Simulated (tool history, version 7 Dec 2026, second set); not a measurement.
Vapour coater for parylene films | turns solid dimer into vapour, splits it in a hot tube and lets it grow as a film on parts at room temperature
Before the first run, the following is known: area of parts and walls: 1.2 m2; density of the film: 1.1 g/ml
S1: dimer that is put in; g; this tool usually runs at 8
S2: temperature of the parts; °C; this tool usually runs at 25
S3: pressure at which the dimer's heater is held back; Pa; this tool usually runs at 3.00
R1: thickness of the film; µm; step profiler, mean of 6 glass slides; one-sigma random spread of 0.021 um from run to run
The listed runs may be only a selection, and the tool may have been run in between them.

run	hour	S1	S2	S3	R1
1	0.0	8	25	3.00	3.58
2	29.3	8	25	3.00	3.60
3	59.1	8	25	2.11	3.66
4	95.2	8	25	2.11	3.66
5	121.6	8	25	2.11	3.71
6	141.3	8	25	2.11	3.68
7	172.9	8	25	2.11	3.75
8	203.4	8	25	5.38	3.47
9	227.8	8	25	5.38	3.44
10	265.0	3	25	3.00	1.34
11	283.4	5	25	3.00	2.27
12	313.7	5	25	3.00	2.29
13	344.1	5	25	3.00	2.24
14	384.9	8	25	3.00	3.59
15	406.1	8	25	3.00	3.61
16	441.2	8	25	3.00	3.60
17	481.2	8	25	3.00	3.56
18	525.6	8	25	3.00	3.62
19	551.4	8	25	5.23	3.47
20	590.3	5	25	3.00	2.25
21	622.1	5	25	3.00	2.25
22	640.5	5	25	3.00	2.28
23	668.4	5	25	3.00	2.26
24	687.9	6	25	3.00	2.69
25	705.5	8	25	8.78	3.31
26	746.2	4	29	8.33	1.39
27	786.0	5	25	11.44	2.05
28	821.4	8	34	3.88	2.36
29	860.3	5	26	2.58	2.17
30	897.0	5	18	4.31	2.99
31	934.6	5	18	4.31	3.01
32	964.8	12	28	5.82	4.50
33	999.8	13	23	3.00	6.40
34	1019.7	13	36	5.36	3.43
35	1052.5	4	20	5.36	2.17
36	1080.9	13	20	2.65	7.39
37	1097.9	13	20	2.65	7.41
38	1131.2	6	34	2.13	1.85
39	1162.5	7	19	3.00	4.12
40	1188.3	7	19	3.00	4.17
41	1219.4	3	17	5.63	1.86
42	1258.8	8	17	3.00	5.17
43	1276.3	7	28	7.26	2.60
44	1308.0	4	20	3.20	2.23
45	1346.5	8	18	3.00	4.95
46	1380.7	8	24	2.88	3.81
47	1409.5	8	24	2.88	3.75

Removed from this log: 4 entries logged between the listed runs. Between which two listed runs does each belong, and how does the tool's hidden state at the listed run before it compare with that at the listed run after it?
After run 6, before run 7: trap's valve overhauled (hour 161.6)
  vapour lost through the trap's worn valve, %: 0.4 -> 0
After run 17, before run 18: trap's valve overhauled (hour 500.5)
  vapour lost through the trap's worn valve, %: 0.4 -> 0.1
After run 28, before run 29: trap's valve overhauled (hour 839.3)
  vapour lost through the trap's worn valve, %: 0.4 -> 0
After run 39, before run 40: trap's valve overhauled (hour 1177.8)
  vapour lost through the trap's worn valve, %: 0.3 -> 0
